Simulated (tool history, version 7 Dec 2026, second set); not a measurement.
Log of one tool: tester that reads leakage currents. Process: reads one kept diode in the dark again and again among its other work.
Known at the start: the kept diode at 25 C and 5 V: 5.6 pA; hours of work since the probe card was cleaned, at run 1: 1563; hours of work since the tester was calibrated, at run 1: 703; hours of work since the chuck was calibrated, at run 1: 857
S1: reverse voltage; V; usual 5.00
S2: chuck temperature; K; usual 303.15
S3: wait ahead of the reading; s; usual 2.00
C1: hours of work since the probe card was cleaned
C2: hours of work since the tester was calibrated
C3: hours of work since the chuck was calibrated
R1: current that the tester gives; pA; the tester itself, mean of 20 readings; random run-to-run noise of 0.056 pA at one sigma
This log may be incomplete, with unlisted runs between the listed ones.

run 1 hour=0.0 | S1=5.00 S2=303.15 S3=2.00 | C1=1563 C2=703 C3=857 | R1=8.56
run 2 hour=62.8 | S1=5.00 S2=303.15 S3=2.00 | C1=1588 C2=728 C3=883 | R1=8.69
run 3 hour=112.3 | S1=5.00 S2=303.15 S3=2.00 | C1=1608 C2=748 C3=903 | R1=8.70
run 4 hour=162.5 | S1=5.00 S2=303.15 S3=0.37 | C1=1629 C2=769 C3=923 | R1=9.77
run 5 hour=199.7 | S1=5.00 S2=303.15 S3=0.37 | C1=1644 C2=784 C3=938 | R1=9.69
run 6 hour=240.8 | S1=5.00 S2=303.15 S3=0.37 | C1=1661 C2=800 C3=955 | R1=9.70
run 7 hour=276.6 | S1=5.00 S2=303.15 S3=0.37 | C1=1675 C2=815 C3=970 | R1=9.73
run 8 hour=329.5 | S1=5.00 S2=303.15 S3=0.37 | C1=1697 C2=837 C3=991 | R1=9.62
run 9 hour=398.3 | S1=5.00 S2=303.15 S3=0.37 | C1=1725 C2=864 C3=1019 | R1=9.52
run 10 hour=438.4 | S1=5.00 S2=303.15 S3=0.37 | C1=1741 C2=881 C3=1035 | R1=9.75
run 11 hour=496.8 | S1=5.00 S2=303.15 S3=0.37 | C1=1765 C2=905 C3=1059 | R1=9.60
run 12 hour=525.7 | S1=5.00 S2=303.15 S3=0.37 | C1=1777 C2=916 C3=1071 | R1=9.70
run 13 hour=571.1 | S1=5.00 S2=303.15 S3=0.37 | C1=1795 C2=935 C3=1089 | R1=9.78
run 14 hour=631.0 | S1=5.00 S2=303.15 S3=0.37 | C1=1819 C2=959 C3=1114 | R1=9.71
run 15 hour=660.9 | S1=9.20 S2=303.15 S3=2.00 | C1=1831 C2=971 C3=1126 | R1=12.19
run 16 hour=712.8 | S1=15.03 S2=304.15 S3=2.00 | C1=1853 C2=992 C3=1147 | R1=17.33
run 17 hour=784.5 | S1=19.51 S2=305.15 S3=2.28 | C1=1882 C2=1021 C3=1176 | R1=21.66
run 18 hour=840.9 | S1=9.65 S2=303.15 S3=1.94 | C1=1905 C2=1044 C3=1199 | R1=12.68
run 19 hour=885.6 | S1=6.26 S2=303.15 S3=1.94 | C1=1923 C2=1063 C3=1217 | R1=9.89
run 20 hour=929.7 | S1=6.26 S2=303.15 S3=1.94 | C1=1941 C2=1080 C3=1235 | R1=9.93
run 21 hour=971.2 | S1=16.23 S2=303.15 S3=1.15 | C1=1958 C2=1097 C3=1252 | R1=17.45
run 22 hour=1001.4 | S1=16.23 S2=303.15 S3=1.15 | C1=1970 C2=1110 C3=1264 | R1=17.47
run 23 hour=1045.0 | S1=16.23 S2=303.15 S3=1.15 | C1=1988 C2=1127 C3=1282 | R1=17.50
run 24 hour=1083.3 | S1=5.35 S2=303.15 S3=1.40 | C1=2003 C2=1143 C3=1298 | R1=9.13
run 25 hour=1122.9 | S1=5.31 S2=300.15 S3=5.60 | C1=2019 C2=1159 C3=1314 | R1=7.05
run 26 hour=1155.0 | S1=5.31 S2=300.15 S3=5.60 | C1=2032 C2=1172 C3=1327 | R1=7.07
run 27 hour=1217.8 | S1=3.48 S2=319.15 S3=0.31 | C1=2058 C2=1198 C3=1352 | R1=23.03
run 28 hour=1251.0 | S1=8.08 S2=308.15 S3=2.17 | C1=2071 C2=1211 C3=1366 | R1=16.24
run 29 hour=1322.5 | S1=8.08 S2=308.15 S3=2.17 | C1=2100 C2=1240 C3=1395 | R1=16.23

Forecast each of these 5 alternatives for the next run:
run A hour=1361.4 | S1=6.21 S2=303.15 S3=2.00 | C1=2116 C2=1256 C3=1411 | R1=?
run B hour=1361.4 | S1=9.35 S2=297.15 S3=2.00 | C1=2116 C2=1256 C3=1411 | R1=?
run C hour=1361.4 | S1=19.53 S2=303.15 S3=1.92 | C1=2116 C2=1256 C3=1411 | R1=?
run D hour=1361.4 | S1=5.47 S2=303.15 S3=2.00 | C1=2116 C2=1256 C3=1411 | R1=?
run E hour=1361.4 | S1=8.18 S2=308.15 S3=2.17 | C1=2116 C2=1256 C3=1411 | R1=?

run=A R1=9.76
run=B R1=7.96
run=C R1=18.93
run=D R1=9.11
run=E R1=16.42
The same runs, with their run-to-run variation unchanged, on a tool lacking any hidden condition would have given:
run=A R1=9.75
run=B R1=7.94
run=C R1=18.89
run=D R1=9.10
run=E R1=16.41
